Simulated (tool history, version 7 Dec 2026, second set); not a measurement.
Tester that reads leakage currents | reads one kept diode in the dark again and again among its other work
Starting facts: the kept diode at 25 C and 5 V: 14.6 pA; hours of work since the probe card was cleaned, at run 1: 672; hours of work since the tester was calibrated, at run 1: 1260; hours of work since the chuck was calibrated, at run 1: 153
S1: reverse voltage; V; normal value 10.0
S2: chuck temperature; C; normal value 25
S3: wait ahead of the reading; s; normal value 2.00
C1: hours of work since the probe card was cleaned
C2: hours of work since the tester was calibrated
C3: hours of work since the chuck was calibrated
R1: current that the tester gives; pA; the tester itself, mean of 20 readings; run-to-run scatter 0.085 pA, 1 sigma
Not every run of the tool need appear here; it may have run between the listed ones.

run    hour    S1  S2    S3    C1    C2    C3      R1
  1     0.0  10.0  25  2.00   672  1260   153   32.46
  2    64.7  10.0  25  2.00   720  1308   201   33.29
  3   128.5  10.0  51  2.00   768  1356   248  184.48
  4   165.0  10.0  51  2.00   795  1383   275  184.02
  5   243.4   1.0  25  2.00   853  1441   334    8.00
  6   278.4   1.0  25  2.00   879  1467   360    8.07
  7   342.3  10.0  25  9.72   926  1515   407   35.60
  8   412.9  10.0  48  9.72   979  1567   460  155.80
  9   489.9  15.6  25  2.00  1036  1624   517   53.73
 10   537.7  10.0  25  2.00  1072  1660   552   39.65
 11   598.8  10.0  25  2.00  1117  1705   598   40.10
 12   643.9  10.0  25  2.00  1150  1739   631   40.86
 13   725.4  10.0  25  2.00  1211  1799   692   41.91
 14   808.8  10.0  25  2.00  1273  1861   753   42.80
 15   867.8  10.0  25  2.00  1317  1905   797   43.66
      875.8  -- tester calibrated
 16   945.0  10.0  25  2.00  1373    51   853   45.05
 17  1017.1  15.5  25  2.00  1426   105   907   63.46
 18  1074.1  10.0  52  2.00  1468   147   949  228.77
 19  1135.0  10.0  25  2.00  1514   192   994   47.28
 20  1171.9  10.0  25  2.00  1541   220  1022   47.83
 21  1257.5  10.0  25  2.00  1605   283  1085   48.87
     1292.8  -- chuck's temperature calibrated
 22  1302.1  14.6  25  2.00  1636   315     7   59.74
 23  1351.3  14.6  25  2.00  1673   352    43   60.43
     1364.0  -- tester calibrated, once more
 24  1430.8  10.0  22  0.58  1730    50   101   44.86
 25  1481.8  10.0  22  0.58  1768    87   139   45.56
 26  1537.6  10.0  22  0.58  1810   129   180   46.13
 27  1587.5  10.0  22  0.58  1847   166   217   47.02
 28  1660.7  10.0  22  0.58  1901   220   272   47.71
     1714.4  -- probe card cleaned and baked
 29  1726.4  10.0  22  0.58     9   267   318   23.53
 30  1777.5   5.8  25  1.27    47   305   356   19.02
 31  1823.1   1.6  45  0.98    81   339   390   44.03
 32  1858.0  12.3  59  3.14   107   365   416  348.82
 33  1919.0   1.0  36  1.06   152   410   461   17.65
 34  1969.5  11.7  35  0.31   189   447   499   73.12
 35  2008.6   1.0  20  5.47   219   476   528    4.88
 36  2086.0   1.2  41  5.47   276   534   585   28.84
 37  2130.8   1.2  41  5.47   309   567   619   29.10
 38  2189.9   1.2  37  5.47   353   611   662   21.71
 39  2248.8   6.4  25  7.61   397   655   706   22.69

Describe how what the log doesn't record of the tool's condition differs between the last listed run preceding each entry between runs and the first listed run following it.
In the gap between runs 15 and 16: tester calibrated (hour 875.8)
  stray current of the dirty probe card, pA a volt: 1.733 -> 1.808; current scale over the true one, %: 0.44 -> 0.72; true chuck temperature over the reading, C: 1.8 -> 1.93
  what was measured, less what the result would be without the hidden state, R1: +20.83 -> +22.06 pA
In the gap between runs 21 and 22: chuck's temperature calibrated (hour 1292.8)
  stray current of the dirty probe card, pA a volt: 2.093 -> 2.135; current scale over the true one, %: 0.77 -> 0.78; true chuck temperature over the reading, C: 2.46 -> 0.06
  what was measured, less what the result would be without the hidden state, R1: +26.00 -> +31.44 pA
In the gap between runs 23 and 24: tester calibrated, once more (hour 1364.0)
  stray current of the dirty probe card, pA a volt: 2.181 -> 2.253; current scale over the true one, %: 0.78 -> -0.13; true chuck temperature over the reading, C: 0.14 -> 0.26
  what was measured, less what the result would be without the hidden state, R1: +32.15 -> +22.60 pA
In the gap between runs 28 and 29: probe card cleaned and baked (hour 1714.4)
  stray current of the dirty probe card, pA a volt: 2.471 -> 0.038; current scale over the true one, %: -0.09 -> -0.08; true chuck temperature over the reading, C: 0.66 -> 0.76
  what was measured, less what the result would be without the hidden state, R1: +25.47 -> +1.27 pA
